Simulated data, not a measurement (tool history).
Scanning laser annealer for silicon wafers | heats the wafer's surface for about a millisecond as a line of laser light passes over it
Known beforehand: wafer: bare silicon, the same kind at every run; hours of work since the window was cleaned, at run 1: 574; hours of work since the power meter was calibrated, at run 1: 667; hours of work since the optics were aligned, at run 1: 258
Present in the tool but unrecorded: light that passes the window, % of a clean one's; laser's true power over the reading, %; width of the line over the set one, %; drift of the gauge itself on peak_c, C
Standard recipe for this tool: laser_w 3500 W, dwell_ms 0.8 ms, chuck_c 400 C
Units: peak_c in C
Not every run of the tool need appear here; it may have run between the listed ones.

run	hour	laser_w	dwell_ms	chuck_c	hours of work since the window was cleaned	hours of work since the power meter was calibrated	hours of work since the optics were aligned	peak_c
1	0	3500	0.8	400	574	667	258	1136
2	24.9	3056	0.8	400	594	687	278	1014
3	44.6	3407	0.8	400	609	702	293	1109
4	62.3	3407	0.8	400	623	716	307	1109
5	75.9	3407	0.8	400	634	727	318	1109
6	93	3407	0.812	400	648	741	332	1112
7	109.7	3407	0.812	400	661	754	345	1108
8	120.5	3407	0.812	400	670	763	354	1113
9	133.2	3500	0.8	381	680	773	364	1111
10	159.3	3500	0.8	400	701	794	385	1131
11	182.7	3500	0.8	400	719	812	403	1127
12	197.7	3500	0.8	400	731	824	415	1124
13	216.6	3500	0.718	400	746	839	430	1090
14	231.1	3500	0.8	367	758	851	442	1091
15	247.9	3500	0.8	367	771	864	455	1090
16	270.1	3500	0.8	367	789	882	473	1090
17	284.6	3500	0.8	362	800	893	484	1085
18	310.1	3500	0.828	400	820	913	504	1134
19	326.4	3500	0.8	400	833	926	517	1120
20	349.6	3500	0.8	400	852	945	536	1119
21	360.4	3654	0.721	436	860	953	544	1163
22	376.1	3654	0.721	436	873	966	557	1162
23	389.7	3654	0.721	436	884	977	568	1159
24	415.3	3654	0.721	436	904	997	588	1161
25	433.6	3353	0.578	413	919	1012	603	999
# hour 442.4: window over the wafer cleaned
26	452.5	3353	0.578	413	8	1025	616	987
27	469.7	3454	0.8	399	22	1039	630	1087
# hour 483.2: window over the wafer cleaned, once more
28	496.9	3291	0.611	432	11	1059	650	1062
29	512	3500	0.637	380	23	1071	662	1073
30	534	3740	0.8	433	40	1088	679	1274
31	560.2	3740	0.8	433	61	1109	700	1272
32	582.7	3322	0.876	407	79	1127	718	1146
33	596.9	3500	0.8	383	90	1138	729	1146
34	618.3	3085	0.7	414	107	1155	746	1021
35	637	3085	0.7	414	122	1170	761	1019
36	660.9	3637	0.706	407	141	1189	780	1164
37	681.3	3826	0.706	377	157	1205	796	1188
38	698.6	3421	0.869	400	171	1219	810	1160
39	725.4	3421	0.869	400	193	1240	831	1158
40	747.3	3118	0.782	361	210	1258	849	1001

Branching from run 40: 3 alternative next runs. What would each branch give?
A	761.1	3118	0.976	389	221	1269	860	?
B	761.1	3500	0.8	437	221	1269	860	?
C	761.1	3118	0.647	392	221	1269	860	?

run	peak_c
A	1091
B	1190
C	979
Take away the tool's hidden state, keep each run's random variation, and the runs would have read:
run	peak_c
A	1117
B	1218
C	1001
